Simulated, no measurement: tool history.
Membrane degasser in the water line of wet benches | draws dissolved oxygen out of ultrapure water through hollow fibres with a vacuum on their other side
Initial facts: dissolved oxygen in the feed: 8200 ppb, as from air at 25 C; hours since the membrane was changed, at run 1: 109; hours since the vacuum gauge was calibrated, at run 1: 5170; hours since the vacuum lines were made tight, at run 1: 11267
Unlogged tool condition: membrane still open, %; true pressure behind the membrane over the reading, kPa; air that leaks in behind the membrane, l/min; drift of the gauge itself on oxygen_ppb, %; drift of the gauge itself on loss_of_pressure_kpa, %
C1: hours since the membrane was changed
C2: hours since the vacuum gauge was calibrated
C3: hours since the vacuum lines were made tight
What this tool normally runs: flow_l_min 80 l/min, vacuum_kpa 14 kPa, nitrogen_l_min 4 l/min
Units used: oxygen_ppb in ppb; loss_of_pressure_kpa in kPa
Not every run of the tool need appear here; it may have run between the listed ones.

Run 1, day 0: usual settings; C1 109; C2 5170; C3 11267. Result: oxygen_ppb 480.5 ppb, loss_of_pressure_kpa 52.51 kPa.
Run 2, day 6.162: usual settings; C1 257; C2 5318; C3 11415. Result: oxygen_ppb 477.2 ppb, loss_of_pressure_kpa 52.22 kPa.
Run 3, day 9.933: usual settings but vacuum_kpa 22.3 kPa; C1 347; C2 5409; C3 11505. Result: oxygen_ppb 802.9 ppb, loss_of_pressure_kpa 52.19 kPa.
Run 4, day 13.554: usual settings but vacuum_kpa 22.3 kPa; C1 434; C2 5496; C3 11592. Result: oxygen_ppb 799.2 ppb, loss_of_pressure_kpa 52.68 kPa.
Run 5, day 17.708: usual settings; C1 534; C2 5595; C3 11692. Result: oxygen_ppb 479 ppb, loss_of_pressure_kpa 52.36 kPa.
Run 6, day 23.75: usual settings; C1 679; C2 5740; C3 11837. Result: oxygen_ppb 477.1 ppb, loss_of_pressure_kpa 52.35 kPa.
Run 7, day 28.008: usual settings but flow_l_min 52 l/min; C1 781; C2 5842; C3 11939. Result: oxygen_ppb 325.7 ppb, loss_of_pressure_kpa 34.13 kPa.
Run 8, day 34.583: usual settings but flow_l_min 48 l/min; C1 939; C2 6000; C3 12097. Result: oxygen_ppb 303.7 ppb, loss_of_pressure_kpa 31.31 kPa.
Run 9, day 39.658: usual settings but flow_l_min 48 l/min; C1 1061; C2 6122; C3 12219. Result: oxygen_ppb 304.2 ppb, loss_of_pressure_kpa 31.82 kPa.
At day 41.917: vacuum gauge calibrated.
Run 10, day 46.458: usual settings but flow_l_min 48 l/min; C1 1224; C2 109; C3 12381. Result: oxygen_ppb 296.3 ppb, loss_of_pressure_kpa 31.58 kPa.
Run 11, day 53.842: usual settings; C1 1401; C2 286; C3 12559. Result: oxygen_ppb 471.2 ppb, loss_of_pressure_kpa 52.62 kPa.
Run 12, day 58.196: usual settings; C1 1505; C2 391; C3 12663. Result: oxygen_ppb 471.7 ppb, loss_of_pressure_kpa 52.51 kPa.
Run 13, day 62.988: usual settings; C1 1620; C2 506; C3 12778. Result: oxygen_ppb 472.5 ppb, loss_of_pressure_kpa 52.86 kPa.
At day 64.112: seals of the vacuum lines changed.
Run 14, day 66.992: usual settings; C1 1714; C2 600; C3 69. Result: oxygen_ppb 471.3 ppb, loss_of_pressure_kpa 52.59 kPa.
Run 15, day 74.579: usual settings; C1 1896; C2 782; C3 251. Result: oxygen_ppb 471.5 ppb, loss_of_pressure_kpa 53.11 kPa.
Run 16, day 78.225: usual settings but flow_l_min 69 l/min; C1 1984; C2 869; C3 339. Result: oxygen_ppb 414.6 ppb, loss_of_pressure_kpa 45.5 kPa.
Run 17, day 82.146: usual settings but flow_l_min 69 l/min; C1 2078; C2 963; C3 433. Result: oxygen_ppb 413 ppb, loss_of_pressure_kpa 45.72 kPa.
Run 18, day 87.462: usual settings but flow_l_min 70 l/min, nitrogen_l_min 7.94 l/min; C1 2206; C2 1091; C3 560. Result: oxygen_ppb 227.8 ppb, loss_of_pressure_kpa 46.01 kPa.
Run 19, day 92.838: usual settings but flow_l_min 66 l/min, vacuum_kpa 29.8 kPa, nitrogen_l_min 8.1 l/min; C1 2335; C2 1220; C3 689. Result: oxygen_ppb 493.9 ppb, loss_of_pressure_kpa 43.93 kPa.
Run 20, day 99.446: usual settings but flow_l_min 65 l/min, vacuum_kpa 29.8 kPa, nitrogen_l_min 4.54 l/min; C1 2493; C2 1379; C3 848. Result: oxygen_ppb 815.7 ppb, loss_of_pressure_kpa 43.11 kPa.
Run 21, day 103.342: usual settings but flow_l_min 65 l/min, vacuum_kpa 29.8 kPa, nitrogen_l_min 4.54 l/min; C1 2587; C2 1472; C3 942. Result: oxygen_ppb 803.4 ppb, loss_of_pressure_kpa 43.05 kPa.
Run 22, day 109.15: usual settings but flow_l_min 55 l/min, vacuum_kpa 9.5 kPa, nitrogen_l_min 2.99 l/min; C1 2726; C2 1612; C3 1081. Result: oxygen_ppb 260.5 ppb, loss_of_pressure_kpa 36.14 kPa.
Run 23, day 116.7: usual settings but flow_l_min 57 l/min, vacuum_kpa 19.2 kPa, nitrogen_l_min 5.04 l/min; C1 2907; C2 1793; C3 1262. Result: oxygen_ppb 409.6 ppb, loss_of_pressure_kpa 37.87 kPa.

Expected results for the next run?
Run 24, day 122.254: usual settings but flow_l_min 57 l/min, vacuum_kpa 19.2 kPa, nitrogen_l_min 5.04 l/min; C1 3041; C2 1926; C3 1395. Result: oxygen_ppb ?, loss_of_pressure_kpa ?.

oxygen_ppb: 415.3 ppb
loss_of_pressure_kpa: 37.52 kPa
Had the tool carried no hidden state, the very same run would have given oxygen_ppb 413.4 ppb, loss_of_pressure_kpa 36.99 kPa.
